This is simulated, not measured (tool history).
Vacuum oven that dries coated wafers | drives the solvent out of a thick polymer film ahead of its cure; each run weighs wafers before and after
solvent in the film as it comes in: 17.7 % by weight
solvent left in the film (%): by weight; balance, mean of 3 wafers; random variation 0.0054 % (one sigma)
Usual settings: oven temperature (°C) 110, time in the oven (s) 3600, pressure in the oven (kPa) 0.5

{"run": 1, "day": 0.0, "oven temperature (°C)": 110, "time in the oven (s)": 3600, "pressure in the oven (kPa)": 0.5, "solvent left in the film (%)": 1.255}
{"run": 2, "day": 1.354, "oven temperature (°C)": 116, "time in the oven (s)": 3600, "pressure in the oven (kPa)": 0.5, "solvent left in the film (%)": 0.565}
{"run": 3, "day": 2.433, "oven temperature (°C)": 116, "time in the oven (s)": 3600, "pressure in the oven (kPa)": 0.5, "solvent left in the film (%)": 0.568}
{"run": 4, "day": 3.271, "oven temperature (°C)": 120, "time in the oven (s)": 3600, "pressure in the oven (kPa)": 0.5, "solvent left in the film (%)": 0.333}
{"run": 5, "day": 4.862, "oven temperature (°C)": 110, "time in the oven (s)": 3600, "pressure in the oven (kPa)": 1.886, "solvent left in the film (%)": 1.942}
{"run": 6, "day": 5.988, "oven temperature (°C)": 110, "time in the oven (s)": 3600, "pressure in the oven (kPa)": 0.357, "solvent left in the film (%)": 1.178}
{"run": 7, "day": 6.992, "oven temperature (°C)": 110, "time in the oven (s)": 3600, "pressure in the oven (kPa)": 1.717, "solvent left in the film (%)": 1.851}
{"run": 8, "day": 8.25, "oven temperature (°C)": 118, "time in the oven (s)": 3600, "pressure in the oven (kPa)": 0.5, "solvent left in the film (%)": 0.434}
{"run": 9, "day": 9.771, "oven temperature (°C)": 96, "time in the oven (s)": 3600, "pressure in the oven (kPa)": 0.5, "solvent left in the film (%)": 4.8}
{"run": 10, "day": 11.333, "oven temperature (°C)": 117, "time in the oven (s)": 3600, "pressure in the oven (kPa)": 0.5, "solvent left in the film (%)": 0.49}
{"run": 11, "day": 12.392, "oven temperature (°C)": 117, "time in the oven (s)": 3600, "pressure in the oven (kPa)": 0.5, "solvent left in the film (%)": 0.497}
{"run": 12, "day": 13.7, "oven temperature (°C)": 110, "time in the oven (s)": 4800, "pressure in the oven (kPa)": 0.5, "solvent left in the film (%)": 0.677}
{"run": 13, "day": 14.433, "oven temperature (°C)": 110, "time in the oven (s)": 3600, "pressure in the oven (kPa)": 0.839, "solvent left in the film (%)": 1.408}
{"run": 14, "day": 15.838, "oven temperature (°C)": 110, "time in the oven (s)": 3600, "pressure in the oven (kPa)": 0.839, "solvent left in the film (%)": 1.407}
{"run": 15, "day": 17.154, "oven temperature (°C)": 110, "time in the oven (s)": 3600, "pressure in the oven (kPa)": 0.839, "solvent left in the film (%)": 1.394}
{"run": 16, "day": 18.542, "oven temperature (°C)": 124, "time in the oven (s)": 6420, "pressure in the oven (kPa)": 0.5, "solvent left in the film (%)": 0.194}
{"run": 17, "day": 19.829, "oven temperature (°C)": 124, "time in the oven (s)": 6420, "pressure in the oven (kPa)": 0.5, "solvent left in the film (%)": 0.179}
{"run": 18, "day": 20.883, "oven temperature (°C)": 124, "time in the oven (s)": 6420, "pressure in the oven (kPa)": 0.5, "solvent left in the film (%)": 0.191}
{"run": 19, "day": 21.825, "oven temperature (°C)": 117, "time in the oven (s)": 3600, "pressure in the oven (kPa)": 0.692, "solvent left in the film (%)": 0.568}
{"run": 20, "day": 23.25, "oven temperature (°C)": 117, "time in the oven (s)": 3600, "pressure in the oven (kPa)": 0.692, "solvent left in the film (%)": 0.572}
{"run": 21, "day": 24.308, "oven temperature (°C)": 110, "time in the oven (s)": 3060, "pressure in the oven (kPa)": 0.338, "solvent left in the film (%)": 1.606}
{"run": 22, "day": 25.171, "oven temperature (°C)": 110, "time in the oven (s)": 3240, "pressure in the oven (kPa)": 0.5, "solvent left in the film (%)": 1.504}
{"run": 23, "day": 26.196, "oven temperature (°C)": 102, "time in the oven (s)": 2340, "pressure in the oven (kPa)": 1.223, "solvent left in the film (%)": 5.382}
{"run": 24, "day": 27.217, "oven temperature (°C)": 104, "time in the oven (s)": 3600, "pressure in the oven (kPa)": 0.424, "solvent left in the film (%)": 2.361}
{"run": 25, "day": 28.025, "oven temperature (°C)": 95, "time in the oven (s)": 5220, "pressure in the oven (kPa)": 0.5, "solvent left in the film (%)": 3.259}
{"run": 26, "day": 29.6, "oven temperature (°C)": 114, "time in the oven (s)": 5400, "pressure in the oven (kPa)": 0.653, "solvent left in the film (%)": 0.421}
{"run": 27, "day": 30.758, "oven temperature (°C)": 107, "time in the oven (s)": 2640, "pressure in the oven (kPa)": 0.743, "solvent left in the film (%)": 3.035}

Hidden state or all else? Some run-to-run changes of solvent left in the film (%), split into what the settings, what came in and random variation would give without the hidden state, and what is left for the hidden state (with any gauge scatter that isn't in both results):
The hidden state here: true wafer temperature over the reading, C; true pressure over the reading, kPa; drift of the gauge itself on solvent_pct, %.
Run 8 -> 9: oven temperature (°C) 118 -> 96. solvent left in the film (%) +4.366: hidden state -0.163, all else +4.529.
Run 9 -> 10: oven temperature (°C) 96 -> 117. solvent left in the film (%) -4.31: hidden state +0.158, all else -4.468.
Run 25 -> 26: oven temperature (°C) 95 -> 114, time in the oven (s) 5220 -> 5400, pressure in the oven (kPa) 0.5 -> 0.653. solvent left in the film (%) -2.838: hidden state +0.227, all else -3.065.
Run 26 -> 27: oven temperature (°C) 114 -> 107, time in the oven (s) 5400 -> 2640, pressure in the oven (kPa) 0.653 -> 0.743. solvent left in the film (%) +2.614: hidden state -0.239, all else +2.853.
